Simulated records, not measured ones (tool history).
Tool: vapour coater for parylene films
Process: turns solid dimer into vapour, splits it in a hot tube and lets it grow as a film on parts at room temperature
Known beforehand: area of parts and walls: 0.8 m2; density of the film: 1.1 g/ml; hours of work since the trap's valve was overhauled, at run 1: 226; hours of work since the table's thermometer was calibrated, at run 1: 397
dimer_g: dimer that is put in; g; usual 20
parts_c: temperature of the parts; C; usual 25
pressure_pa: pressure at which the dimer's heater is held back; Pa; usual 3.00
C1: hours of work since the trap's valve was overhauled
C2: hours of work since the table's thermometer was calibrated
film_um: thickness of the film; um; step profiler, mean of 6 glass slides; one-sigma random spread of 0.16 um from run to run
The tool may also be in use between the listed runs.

{"run": 1, "day": 0.0, "dimer_g": 20, "parts_c": 25, "pressure_pa": 3.0, "C1": 226, "C2": 397, "film_um": 17.88}
{"run": 2, "day": 0.55, "dimer_g": 20, "parts_c": 25, "pressure_pa": 9.44, "C1": 232, "C2": 403, "film_um": 13.57}
{"run": 3, "day": 1.083, "dimer_g": 20, "parts_c": 25, "pressure_pa": 9.44, "C1": 238, "C2": 408, "film_um": 13.49}
{"run": 4, "day": 1.546, "dimer_g": 20, "parts_c": 25, "pressure_pa": 9.44, "C1": 242, "C2": 413, "film_um": 13.66}
{"run": 5, "day": 1.983, "dimer_g": 20, "parts_c": 25, "pressure_pa": 9.44, "C1": 247, "C2": 418, "film_um": 13.56}
{"run": 6, "day": 2.529, "dimer_g": 20, "parts_c": 25, "pressure_pa": 9.44, "C1": 253, "C2": 424, "film_um": 13.57}
{"run": 7, "day": 3.425, "dimer_g": 20, "parts_c": 31, "pressure_pa": 3.0, "C1": 263, "C2": 433, "film_um": 15.35}
{"run": 8, "day": 4.383, "dimer_g": 20, "parts_c": 31, "pressure_pa": 3.0, "C1": 273, "C2": 443, "film_um": 15.44}
{"run": 9, "day": 5.212, "dimer_g": 20, "parts_c": 30, "pressure_pa": 3.0, "C1": 282, "C2": 452, "film_um": 15.47}
{"run": 10, "day": 5.829, "dimer_g": 20, "parts_c": 30, "pressure_pa": 3.0, "C1": 288, "C2": 459, "film_um": 15.7}
{"run": 11, "day": 6.471, "dimer_g": 20, "parts_c": 30, "pressure_pa": 3.0, "C1": 295, "C2": 466, "film_um": 15.39}
{"run": 12, "day": 7.254, "dimer_g": 20, "parts_c": 30, "pressure_pa": 3.0, "C1": 303, "C2": 474, "film_um": 15.44}
{"run": 13, "day": 7.821, "dimer_g": 20, "parts_c": 30, "pressure_pa": 3.0, "C1": 309, "C2": 480, "film_um": 15.84}
{"run": 14, "day": 8.404, "dimer_g": 20, "parts_c": 30, "pressure_pa": 3.0, "C1": 316, "C2": 486, "film_um": 15.48}
{"run": 15, "day": 8.804, "dimer_g": 11, "parts_c": 21, "pressure_pa": 3.55, "C1": 320, "C2": 491, "film_um": 9.98}
{"run": 16, "day": 9.679, "dimer_g": 34, "parts_c": 24, "pressure_pa": 3.55, "C1": 329, "C2": 500, "film_um": 28.35}
{"day": 9.9, "done": "trap's valve overhauled"}
{"run": 17, "day": 10.471, "dimer_g": 34, "parts_c": 24, "pressure_pa": 3.55, "C1": 6, "C2": 507, "film_um": 32.5}
{"run": 18, "day": 11.158, "dimer_g": 9, "parts_c": 24, "pressure_pa": 4.64, "C1": 13, "C2": 514, "film_um": 8.09}
{"run": 19, "day": 12.05, "dimer_g": 20, "parts_c": 34, "pressure_pa": 8.46, "C1": 23, "C2": 523, "film_um": 12.59}
{"run": 20, "day": 12.883, "dimer_g": 10, "parts_c": 26, "pressure_pa": 3.0, "C1": 32, "C2": 532, "film_um": 9.46}
{"run": 21, "day": 13.471, "dimer_g": 20, "parts_c": 25, "pressure_pa": 5.77, "C1": 38, "C2": 539, "film_um": 16.5}
{"run": 22, "day": 13.983, "dimer_g": 26, "parts_c": 26, "pressure_pa": 3.87, "C1": 44, "C2": 544, "film_um": 22.68}
{"run": 23, "day": 14.754, "dimer_g": 10, "parts_c": 26, "pressure_pa": 11.35, "C1": 52, "C2": 552, "film_um": 6.93}
{"run": 24, "day": 15.679, "dimer_g": 20, "parts_c": 27, "pressure_pa": 2.5, "C1": 62, "C2": 562, "film_um": 18.93}
{"run": 25, "day": 16.212, "dimer_g": 22, "parts_c": 24, "pressure_pa": 2.7, "C1": 67, "C2": 568, "film_um": 21.63}
{"run": 26, "day": 16.662, "dimer_g": 22, "parts_c": 24, "pressure_pa": 2.7, "C1": 72, "C2": 573, "film_um": 21.76}
{"run": 27, "day": 17.283, "dimer_g": 15, "parts_c": 36, "pressure_pa": 6.4, "C1": 79, "C2": 579, "film_um": 9.57}
{"run": 28, "day": 17.921, "dimer_g": 15, "parts_c": 23, "pressure_pa": 9.62, "C1": 86, "C2": 586, "film_um": 11.52}

What differs in the tool's unlogged condition from the final listed run ahead of each entry between runs to the first listed run following it?
After run 16, before run 17: trap's valve overhauled (day 9.900)
  vapour lost through the trap's worn valve, %: 12.1 -> 0.4; true temperature of the parts over the reading, C: -0.25 -> -0.26
  measured less the result without the state, film_um: -3.71 -> +0.05 um
